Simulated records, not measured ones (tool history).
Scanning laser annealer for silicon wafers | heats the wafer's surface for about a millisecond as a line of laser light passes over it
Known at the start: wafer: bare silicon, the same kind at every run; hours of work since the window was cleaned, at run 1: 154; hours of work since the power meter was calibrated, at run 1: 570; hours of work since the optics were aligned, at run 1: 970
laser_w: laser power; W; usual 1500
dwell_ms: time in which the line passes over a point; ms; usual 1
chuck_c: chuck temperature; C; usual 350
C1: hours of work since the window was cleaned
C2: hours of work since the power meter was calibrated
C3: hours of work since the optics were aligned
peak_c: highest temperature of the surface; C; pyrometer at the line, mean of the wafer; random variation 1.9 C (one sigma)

{"run": 1, "day": 0.0, "laser_w": 1500, "dwell_ms": 1, "chuck_c": 350, "C1": 154, "C2": 570, "C3": 970, "peak_c": 1125}
{"run": 2, "day": 2.554, "laser_w": 1500, "dwell_ms": 1, "chuck_c": 350, "C1": 195, "C2": 611, "C3": 1011, "peak_c": 1123}
{"run": 3, "day": 5.117, "laser_w": 1500, "dwell_ms": 0.9, "chuck_c": 350, "C1": 236, "C2": 653, "C3": 1052, "peak_c": 1078}
{"run": 4, "day": 8.771, "laser_w": 1500, "dwell_ms": 0.9, "chuck_c": 350, "C1": 295, "C2": 712, "C3": 1111, "peak_c": 1081}
{"run": 5, "day": 10.783, "laser_w": 1500, "dwell_ms": 0.9, "chuck_c": 350, "C1": 327, "C2": 744, "C3": 1144, "peak_c": 1078}
{"run": 6, "day": 14.488, "laser_w": 1500, "dwell_ms": 0.9, "chuck_c": 350, "C1": 387, "C2": 804, "C3": 1203, "peak_c": 1078}
{"run": 7, "day": 17.079, "laser_w": 1500, "dwell_ms": 1, "chuck_c": 350, "C1": 429, "C2": 846, "C3": 1245, "peak_c": 1122}
{"run": 8, "day": 20.208, "laser_w": 1500, "dwell_ms": 1, "chuck_c": 350, "C1": 479, "C2": 896, "C3": 1296, "peak_c": 1121}
{"run": 9, "day": 23.771, "laser_w": 1500, "dwell_ms": 1, "chuck_c": 350, "C1": 537, "C2": 953, "C3": 1353, "peak_c": 1122}
{"run": 10, "day": 25.733, "laser_w": 1500, "dwell_ms": 1, "chuck_c": 350, "C1": 568, "C2": 985, "C3": 1385, "peak_c": 1125}
{"day": 26.775, "done": "window over the wafer cleaned"}
{"run": 11, "day": 28.412, "laser_w": 1500, "dwell_ms": 1, "chuck_c": 350, "C1": 26, "C2": 1027, "C3": 1427, "peak_c": 1122}
{"run": 12, "day": 31.208, "laser_w": 1500, "dwell_ms": 1, "chuck_c": 350, "C1": 71, "C2": 1072, "C3": 1472, "peak_c": 1122}
{"run": 13, "day": 34.983, "laser_w": 1500, "dwell_ms": 1, "chuck_c": 350, "C1": 132, "C2": 1133, "C3": 1532, "peak_c": 1121}
{"run": 14, "day": 38.638, "laser_w": 1587, "dwell_ms": 0.75, "chuck_c": 338, "C1": 191, "C2": 1192, "C3": 1591, "peak_c": 1052}
{"run": 15, "day": 41.638, "laser_w": 1587, "dwell_ms": 0.75, "chuck_c": 338, "C1": 240, "C2": 1240, "C3": 1640, "peak_c": 1052}
{"run": 16, "day": 45.167, "laser_w": 1587, "dwell_ms": 0.75, "chuck_c": 338, "C1": 296, "C2": 1297, "C3": 1697, "peak_c": 1052}
{"run": 17, "day": 48.717, "laser_w": 1417, "dwell_ms": 0.8, "chuck_c": 353, "C1": 354, "C2": 1354, "C3": 1754, "peak_c": 986}
{"run": 18, "day": 50.458, "laser_w": 1500, "dwell_ms": 1, "chuck_c": 389, "C1": 382, "C2": 1382, "C3": 1782, "peak_c": 1162}
{"run": 19, "day": 52.125, "laser_w": 1500, "dwell_ms": 0.76, "chuck_c": 360, "C1": 409, "C2": 1409, "C3": 1809, "peak_c": 1030}
{"run": 20, "day": 54.4, "laser_w": 1640, "dwell_ms": 0.71, "chuck_c": 376, "C1": 445, "C2": 1446, "C3": 1845, "peak_c": 1096}
{"run": 21, "day": 57.183, "laser_w": 1640, "dwell_ms": 0.71, "chuck_c": 376, "C1": 490, "C2": 1491, "C3": 1890, "peak_c": 1097}
{"run": 22, "day": 59.821, "laser_w": 1500, "dwell_ms": 0.71, "chuck_c": 376, "C1": 533, "C2": 1533, "C3": 1933, "peak_c": 1022}
{"run": 23, "day": 61.371, "laser_w": 1633, "dwell_ms": 1.04, "chuck_c": 337, "C1": 558, "C2": 1558, "C3": 1958, "peak_c": 1219}
{"day": 62.883, "done": "window over the wafer cleaned"}
{"day": 63.358, "done": "optics aligned, line set to its width"}
{"run": 24, "day": 64.933, "laser_w": 1633, "dwell_ms": 1.04, "chuck_c": 337, "C1": 30, "C2": 1611, "C3": 25, "peak_c": 1219}
{"run": 25, "day": 66.992, "laser_w": 1633, "dwell_ms": 1.04, "chuck_c": 337, "C1": 63, "C2": 1644, "C3": 59, "peak_c": 1222}
{"run": 26, "day": 68.696, "laser_w": 1633, "dwell_ms": 1.04, "chuck_c": 337, "C1": 90, "C2": 1671, "C3": 86, "peak_c": 1219}

Forecast each of these 3 alternatives for the next run:
{"run": "A", "day": 71.175, "laser_w": 1528, "dwell_ms": 1.04, "chuck_c": 387, "C1": 130, "C2": 1711, "C3": 126, "peak_c": "?"}
{"run": "B", "day": 71.175, "laser_w": 1642, "dwell_ms": 0.75, "chuck_c": 361, "C1": 130, "C2": 1711, "C3": 126, "peak_c": "?"}
{"run": "C", "day": 71.175, "laser_w": 1500, "dwell_ms": 0.78, "chuck_c": 317, "C1": 130, "C2": 1711, "C3": 126, "peak_c": "?"}

run=A peak_c=1195
run=B peak_c=1106
run=C peak_c=994
Without the tool's hidden state the same runs would have given:
run=A peak_c=1195
run=B peak_c=1106
run=C peak_c=995
